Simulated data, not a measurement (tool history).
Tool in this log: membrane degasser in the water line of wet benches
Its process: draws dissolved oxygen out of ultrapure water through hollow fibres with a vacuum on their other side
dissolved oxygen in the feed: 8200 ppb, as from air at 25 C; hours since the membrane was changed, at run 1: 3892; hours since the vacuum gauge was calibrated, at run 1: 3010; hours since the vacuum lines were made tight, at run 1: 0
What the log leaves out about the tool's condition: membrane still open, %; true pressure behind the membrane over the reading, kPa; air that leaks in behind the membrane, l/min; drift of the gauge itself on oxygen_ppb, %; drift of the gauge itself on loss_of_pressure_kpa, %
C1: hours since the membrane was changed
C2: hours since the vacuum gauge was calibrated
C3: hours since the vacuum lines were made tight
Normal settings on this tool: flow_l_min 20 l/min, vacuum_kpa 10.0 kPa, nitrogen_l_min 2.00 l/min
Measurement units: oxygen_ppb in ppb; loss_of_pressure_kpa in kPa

{"run": 1, "hour": 0.0, "flow_l_min": 20, "vacuum_kpa": 10.0, "nitrogen_l_min": 2.0, "C1": 3892, "C2": 3010, "C3": 0, "oxygen_ppb": 215.7, "loss_of_pressure_kpa": 35.45}
{"run": 2, "hour": 186.7, "flow_l_min": 30, "vacuum_kpa": 10.0, "nitrogen_l_min": 2.0, "C1": 4078, "C2": 3196, "C3": 187, "oxygen_ppb": 403.6, "loss_of_pressure_kpa": 53.29}
{"run": 3, "hour": 345.7, "flow_l_min": 20, "vacuum_kpa": 10.0, "nitrogen_l_min": 0.97, "C1": 4237, "C2": 3355, "C3": 346, "oxygen_ppb": 362.8, "loss_of_pressure_kpa": 35.68}
{"run": 4, "hour": 531.5, "flow_l_min": 20, "vacuum_kpa": 10.0, "nitrogen_l_min": 0.97, "C1": 4423, "C2": 3541, "C3": 532, "oxygen_ppb": 365.4, "loss_of_pressure_kpa": 35.79}
{"run": 5, "hour": 692.6, "flow_l_min": 20, "vacuum_kpa": 10.0, "nitrogen_l_min": 0.97, "C1": 4584, "C2": 3702, "C3": 693, "oxygen_ppb": 367.3, "loss_of_pressure_kpa": 35.74}
{"run": 6, "hour": 905.6, "flow_l_min": 20, "vacuum_kpa": 10.0, "nitrogen_l_min": 2.0, "C1": 4797, "C2": 3915, "C3": 906, "oxygen_ppb": 220.4, "loss_of_pressure_kpa": 35.86}
{"run": 7, "hour": 1020.5, "flow_l_min": 20, "vacuum_kpa": 10.0, "nitrogen_l_min": 2.0, "C1": 4912, "C2": 4030, "C3": 1020, "oxygen_ppb": 226.7, "loss_of_pressure_kpa": 35.71}
{"run": 8, "hour": 1258.3, "flow_l_min": 20, "vacuum_kpa": 10.0, "nitrogen_l_min": 2.0, "C1": 5150, "C2": 4268, "C3": 1258, "oxygen_ppb": 222.2, "loss_of_pressure_kpa": 35.89}
{"run": 9, "hour": 1438.1, "flow_l_min": 20, "vacuum_kpa": 10.0, "nitrogen_l_min": 2.0, "C1": 5330, "C2": 4448, "C3": 1438, "oxygen_ppb": 222.2, "loss_of_pressure_kpa": 36.18}
{"run": 10, "hour": 1599.9, "flow_l_min": 20, "vacuum_kpa": 10.0, "nitrogen_l_min": 2.0, "C1": 5492, "C2": 4610, "C3": 1600, "oxygen_ppb": 221.6, "loss_of_pressure_kpa": 36.58}
{"run": 11, "hour": 1770.8, "flow_l_min": 20, "vacuum_kpa": 10.0, "nitrogen_l_min": 2.0, "C1": 5663, "C2": 4780, "C3": 1771, "oxygen_ppb": 226.6, "loss_of_pressure_kpa": 36.24}
{"run": 12, "hour": 1993.3, "flow_l_min": 20, "vacuum_kpa": 10.0, "nitrogen_l_min": 2.0, "C1": 5885, "C2": 5003, "C3": 1993, "oxygen_ppb": 226.5, "loss_of_pressure_kpa": 36.21}
{"run": 13, "hour": 2155.3, "flow_l_min": 20, "vacuum_kpa": 10.0, "nitrogen_l_min": 2.0, "C1": 6047, "C2": 5165, "C3": 2155, "oxygen_ppb": 226.9, "loss_of_pressure_kpa": 36.07}
{"run": 14, "hour": 2317.4, "flow_l_min": 20, "vacuum_kpa": 10.0, "nitrogen_l_min": 2.0, "C1": 6209, "C2": 5327, "C3": 2317, "oxygen_ppb": 224.5, "loss_of_pressure_kpa": 36.35}
{"run": 15, "hour": 2520.1, "flow_l_min": 20, "vacuum_kpa": 10.0, "nitrogen_l_min": 2.0, "C1": 6412, "C2": 5530, "C3": 2520, "oxygen_ppb": 229.7, "loss_of_pressure_kpa": 36.24}
{"run": 16, "hour": 2638.2, "flow_l_min": 20, "vacuum_kpa": 10.0, "nitrogen_l_min": 2.0, "C1": 6530, "C2": 5648, "C3": 2638, "oxygen_ppb": 229.9, "loss_of_pressure_kpa": 36.52}
{"run": 17, "hour": 2753.4, "flow_l_min": 15, "vacuum_kpa": 7.5, "nitrogen_l_min": 2.0, "C1": 6645, "C2": 5763, "C3": 2753, "oxygen_ppb": 108.8, "loss_of_pressure_kpa": 27.34}
{"run": 18, "hour": 2896.6, "flow_l_min": 32, "vacuum_kpa": 10.0, "nitrogen_l_min": 2.0, "C1": 6788, "C2": 5906, "C3": 2897, "oxygen_ppb": 466.4, "loss_of_pressure_kpa": 58.49}
{"run": 19, "hour": 3110.2, "flow_l_min": 31, "vacuum_kpa": 8.5, "nitrogen_l_min": 2.49, "C1": 7002, "C2": 6120, "C3": 3110, "oxygen_ppb": 364.1, "loss_of_pressure_kpa": 57.23}
{"run": 20, "hour": 3223.3, "flow_l_min": 31, "vacuum_kpa": 8.5, "nitrogen_l_min": 2.49, "C1": 7115, "C2": 6233, "C3": 3223, "oxygen_ppb": 364.9, "loss_of_pressure_kpa": 56.72}
{"hour": 3370.4, "done": "vacuum gauge calibrated"}
{"run": 21, "hour": 3455.9, "flow_l_min": 16, "vacuum_kpa": 6.6, "nitrogen_l_min": 2.0, "C1": 7347, "C2": 85, "C3": 3455, "oxygen_ppb": 97.8, "loss_of_pressure_kpa": 29.12}

What will run 22 give?
{"run": 22, "hour": 3560.7, "flow_l_min": 18, "vacuum_kpa": 18.5, "nitrogen_l_min": 2.45, "C1": 7452, "C2": 190, "C3": 3560, "oxygen_ppb": "?", "loss_of_pressure_kpa": "?"}

Run 22 came out at oxygen_ppb 313.7 ppb, loss_of_pressure_kpa 33.04 kPa.
If the tool had no hidden condition, the same run with the same run-to-run variation would have returned oxygen_ppb 293.9 ppb, loss_of_pressure_kpa 30.80 kPa.
